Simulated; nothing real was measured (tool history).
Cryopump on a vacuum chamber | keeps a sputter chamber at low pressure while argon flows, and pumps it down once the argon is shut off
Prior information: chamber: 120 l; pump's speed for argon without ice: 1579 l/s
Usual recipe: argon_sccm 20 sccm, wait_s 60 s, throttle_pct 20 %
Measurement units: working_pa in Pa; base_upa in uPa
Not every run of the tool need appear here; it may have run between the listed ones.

run,hour,argon_sccm,wait_s,throttle_pct,working_pa,base_upa
1,0.0,20,60,20,0.1092,1.16
2,26.9,20,60,20,0.1085,1.16
3,51.3,20,60,20,0.1082,1.22
4,70.3,20,60,24,0.0921,1.20
5,90.8,20,128,20,0.1090,0.95
6,111.3,20,60,34,0.0652,1.24
7,130.9,20,60,34,0.0663,1.24
8,149.1,20,60,20,0.1090,1.25
9,163.7,20,60,49,0.0475,1.26
10,176.4,20,60,49,0.0466,1.29
11,191.8,8,60,49,0.0185,1.28
12,211.7,20,60,22,0.1007,1.31
13,232.7,20,60,22,0.1002,1.32
14,253.6,20,60,22,0.0992,1.34
15,281.9,20,60,17,0.1288,1.31
16,294.6,20,144,17,0.1310,1.01
17,314.9,20,144,17,0.1302,1.02
18,342.2,37,126,54,0.0807,1.10
19,362.8,37,126,54,0.0799,1.14
20,375.2,11,245,54,0.0245,1.08
21,396.6,31,245,27,0.1279,1.00
22,411.6,15,73,27,0.0635,1.34
23,431.7,22,157,20,0.1218,1.18
24,455.1,14,42,35,0.0458,1.72
25,478.9,20,275,20,0.1111,1.05
26,508.9,13,21,20,0.0733,2.54
27,526.5,8,60,33,0.0280,1.54
28,547.2,8,60,33,0.0278,1.50
29,570.9,20,248,20,0.1122,1.18
30,591.3,10,125,37,0.0317,1.31
31,617.8,10,125,37,0.0316,1.33
32,630.5,17,56,59,0.0348,1.66

Expected results for the next run?
33,659.8,29,56,33,?,?

Run 33 gave working_pa 0.1018 Pa, base_upa 1.69 uPa.
On a tool with no hidden condition, and with the same random variation, this run would have come out at working_pa 0.0938 Pa, base_upa 0.79 uPa.

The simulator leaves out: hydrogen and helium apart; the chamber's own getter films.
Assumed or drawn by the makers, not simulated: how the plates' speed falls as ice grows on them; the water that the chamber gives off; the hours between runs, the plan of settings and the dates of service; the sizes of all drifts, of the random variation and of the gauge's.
